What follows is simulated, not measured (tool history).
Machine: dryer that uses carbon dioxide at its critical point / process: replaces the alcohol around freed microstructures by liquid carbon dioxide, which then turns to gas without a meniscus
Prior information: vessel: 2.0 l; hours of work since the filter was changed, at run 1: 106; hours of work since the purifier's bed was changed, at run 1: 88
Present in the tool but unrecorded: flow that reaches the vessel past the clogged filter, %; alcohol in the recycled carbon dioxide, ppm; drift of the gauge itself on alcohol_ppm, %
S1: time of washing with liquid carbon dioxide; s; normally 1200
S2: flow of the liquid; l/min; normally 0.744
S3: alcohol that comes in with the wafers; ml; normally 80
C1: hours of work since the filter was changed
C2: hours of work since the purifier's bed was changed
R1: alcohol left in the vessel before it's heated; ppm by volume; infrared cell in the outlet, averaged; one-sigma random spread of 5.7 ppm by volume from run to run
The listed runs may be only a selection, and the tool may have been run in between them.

run,hour,S1,S2,S3,C1,C2,R1
1,0.0,1200,0.744,80,106,88,245
2,10.6,1200,0.744,80,110,91,246
3,21.2,1200,1.016,80,113,95,59
4,31.8,1200,1.016,80,117,98,59
5,43.5,1200,0.744,80,121,102,250
6,52.3,1200,0.885,80,124,105,100
7,61.6,1200,0.885,80,127,108,114
8,72.5,1200,0.885,80,130,112,115
9,85.3,1200,0.885,80,135,116,111
10,100.0,1200,0.815,80,140,121,167
11,108.9,1200,0.815,80,143,124,161
12,123.1,1200,0.744,22,147,129,95
13,137.6,1200,0.616,80,152,133,632
14,152.8,1200,0.616,80,157,139,641
# hour 156.6: inlet filter changed
15,161.4,1200,0.616,80,2,141,515
16,168.9,1200,0.744,80,4,144,218
17,180.9,1200,0.744,80,8,148,218
18,195.3,1200,0.744,80,13,152,222
19,209.2,1200,0.744,80,18,157,208
20,216.7,1200,0.744,80,20,159,213
21,229.4,1200,0.744,80,24,164,216
22,244.5,1200,0.744,80,29,169,221
23,254.7,780,0.744,80,33,172,1262
24,264.4,840,0.630,44,36,175,983
25,278.5,720,1.191,40,41,180,147
26,292.9,720,1.191,40,45,185,146
27,304.5,1800,0.744,80,49,189,59
28,311.3,960,0.744,80,51,191,626
29,324.9,780,0.554,80,56,195,3201
30,335.0,1800,0.554,27,59,199,86
31,345.5,1800,0.554,27,63,202,89
32,360.7,1200,0.708,35,68,207,172
33,376.2,720,0.615,63,73,212,2372
34,391.0,1200,0.515,22,78,217,359
35,405.1,780,0.917,90,83,222,708
36,412.3,1500,1.108,37,85,224,50
37,427.1,840,1.260,60,90,229,104
38,440.0,840,1.260,60,94,234,108
39,449.0,1440,0.673,63,97,237,169
40,456.6,1440,0.673,63,100,239,176
41,469.7,900,0.851,25,104,244,199
42,480.5,1620,0.797,99,108,247,86
43,494.7,1020,0.677,75,112,252,765
44,503.2,1020,0.677,75,115,255,758
45,518.3,1260,0.591,30,120,260,274
46,527.2,1200,0.900,52,123,263,109

For each entry between runs, how does the tool's hidden state at the last listed run before it compare with that at the first listed run after it?
Between runs 14 and 15: inlet filter changed (hour 156.6)
  flow that reaches the vessel past the clogged filter, %: 93.9 -> 99.8; alcohol in the recycled carbon dioxide, ppm: 37 -> 37.6
  the result without the hidden state subtracted from the measured one, R1: +176 -> +38 ppm by volume

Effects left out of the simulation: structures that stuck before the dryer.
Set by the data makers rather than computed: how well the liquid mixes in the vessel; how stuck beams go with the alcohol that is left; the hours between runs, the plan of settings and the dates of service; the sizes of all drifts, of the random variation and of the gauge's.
